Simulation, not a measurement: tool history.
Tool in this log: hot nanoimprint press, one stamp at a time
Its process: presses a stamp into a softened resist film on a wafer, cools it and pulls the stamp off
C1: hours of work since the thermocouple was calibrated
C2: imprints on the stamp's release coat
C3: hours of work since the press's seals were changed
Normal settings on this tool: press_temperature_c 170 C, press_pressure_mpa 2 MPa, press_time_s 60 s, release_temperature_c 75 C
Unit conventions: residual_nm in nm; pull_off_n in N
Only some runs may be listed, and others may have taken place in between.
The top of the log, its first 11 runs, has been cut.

-- hour=710.6 stamp cleaned and given a new release coat
run 12 hour=742.8 | press_temperature_c=170 press_pressure_mpa=2 press_time_s=31 release_temperature_c=75 | C1=313 C2=130 C3=457 | residual_nm=120.3 pull_off_n=119
run 13 hour=819.5 | press_temperature_c=170 press_pressure_mpa=2 press_time_s=31 release_temperature_c=75 | C1=361 C2=440 C3=505 | residual_nm=120.8 pull_off_n=134
-- hour=861.4 plate thermocouple calibrated
run 14 hour=906.7 | press_temperature_c=170 press_pressure_mpa=2 press_time_s=31 release_temperature_c=75 | C1=28 C2=780 C3=558 | residual_nm=118.3 pull_off_n=150
run 15 hour=948.8 | press_temperature_c=170 press_pressure_mpa=2 press_time_s=92 release_temperature_c=75 | C1=55 C2=950 C3=584 | residual_nm=82.9 pull_off_n=151
-- hour=1004.9 press's hydraulic seals changed and the load cell set to zero
run 16 hour=1005.5 | press_temperature_c=164 press_pressure_mpa=1.5 press_time_s=56 release_temperature_c=61 | C1=85 C2=1146 C3=0 | residual_nm=147.4 pull_off_n=210
run 17 hour=1064.3 | press_temperature_c=167 press_pressure_mpa=2.1 press_time_s=112 release_temperature_c=77 | C1=122 C2=1384 C3=37 | residual_nm=89.8 pull_off_n=162
run 18 hour=1118.6 | press_temperature_c=167 press_pressure_mpa=2.1 press_time_s=112 release_temperature_c=77 | C1=156 C2=1603 C3=71 | residual_nm=90.4 pull_off_n=171
-- hour=1167 stamp cleaned and given a new release coat
run 19 hour=1186.2 | press_temperature_c=168 press_pressure_mpa=2.1 press_time_s=39 release_temperature_c=79 | C1=195 C2=77 C3=110 | residual_nm=119.8 pull_off_n=108
run 20 hour=1245.9 | press_temperature_c=168 press_pressure_mpa=2.1 press_time_s=39 release_temperature_c=79 | C1=232 C2=318 C3=147 | residual_nm=120.3 pull_off_n=115
run 21 hour=1334.2 | press_temperature_c=177 press_pressure_mpa=2.28 press_time_s=103 release_temperature_c=81 | C1=288 C2=674 C3=203 | residual_nm=50.1 pull_off_n=124
run 22 hour=1402.8 | press_temperature_c=177 press_pressure_mpa=2.28 press_time_s=103 release_temperature_c=75 | C1=331 C2=951 C3=246 | residual_nm=50.7 pull_off_n=155
run 23 hour=1457.4 | press_temperature_c=161 press_pressure_mpa=3.01 press_time_s=60 release_temperature_c=75 | C1=365 C2=1172 C3=280 | residual_nm=132.9 pull_off_n=172
-- hour=1492.5 plate thermocouple calibrated
run 24 hour=1508.5 | press_temperature_c=159 press_pressure_mpa=2 press_time_s=48 release_temperature_c=79 | C1=10 C2=1366 C3=310 | residual_nm=164.4 pull_off_n=154
run 25 hour=1592.6 | press_temperature_c=170 press_pressure_mpa=2.68 press_time_s=60 release_temperature_c=82 | C1=63 C2=1705 C3=363 | residual_nm=80.3 pull_off_n=162
-- hour=1610.9 stamp cleaned and given a new release coat
run 26 hour=1652.6 | press_temperature_c=170 press_pressure_mpa=2.68 press_time_s=60 release_temperature_c=82 | C1=97 C2=168 C3=397 | residual_nm=81 pull_off_n=100
run 27 hour=1708.5 | press_temperature_c=171 press_pressure_mpa=2.68 press_time_s=37 release_temperature_c=82 | C1=132 C2=394 C3=432 | residual_nm=90.6 pull_off_n=107
run 28 hour=1777.1 | press_temperature_c=171 press_pressure_mpa=2.68 press_time_s=37 release_temperature_c=82 | C1=175 C2=671 C3=475 | residual_nm=91.2 pull_off_n=120
run 29 hour=1849.8 | press_temperature_c=182 press_pressure_mpa=2.68 press_time_s=37 release_temperature_c=68 | C1=220 C2=964 C3=521 | residual_nm=50.5 pull_off_n=181
run 30 hour=1893.8 | press_temperature_c=170 press_pressure_mpa=3.04 press_time_s=60 release_temperature_c=76 | C1=248 C2=1142 C3=548 | residual_nm=76.8 pull_off_n=163

3 options for the next run, each taken on its own from the tool as it stands now. Forecast them:
run A hour=1979.4 | press_temperature_c=170 press_pressure_mpa=3.04 press_time_s=50 release_temperature_c=76 | C1=302 C2=1487 C3=602 | residual_nm=? pull_off_n=?
run B hour=1979.4 | press_temperature_c=164 press_pressure_mpa=2 press_time_s=60 release_temperature_c=75 | C1=302 C2=1487 C3=602 | residual_nm=? pull_off_n=?
run C hour=1979.4 | press_temperature_c=170 press_pressure_mpa=2.03 press_time_s=60 release_temperature_c=62 | C1=302 C2=1487 C3=602 | residual_nm=? pull_off_n=?

run=A residual_nm=82.9 pull_off_n=177
run=B residual_nm=132.3 pull_off_n=174
run=C residual_nm=95.7 pull_off_n=222
Without the tool's unlogged condition, the same runs would have read:
run=A residual_nm=80.1 pull_off_n=111
run=B residual_nm=129.5 pull_off_n=109
run=C residual_nm=93.2 pull_off_n=139
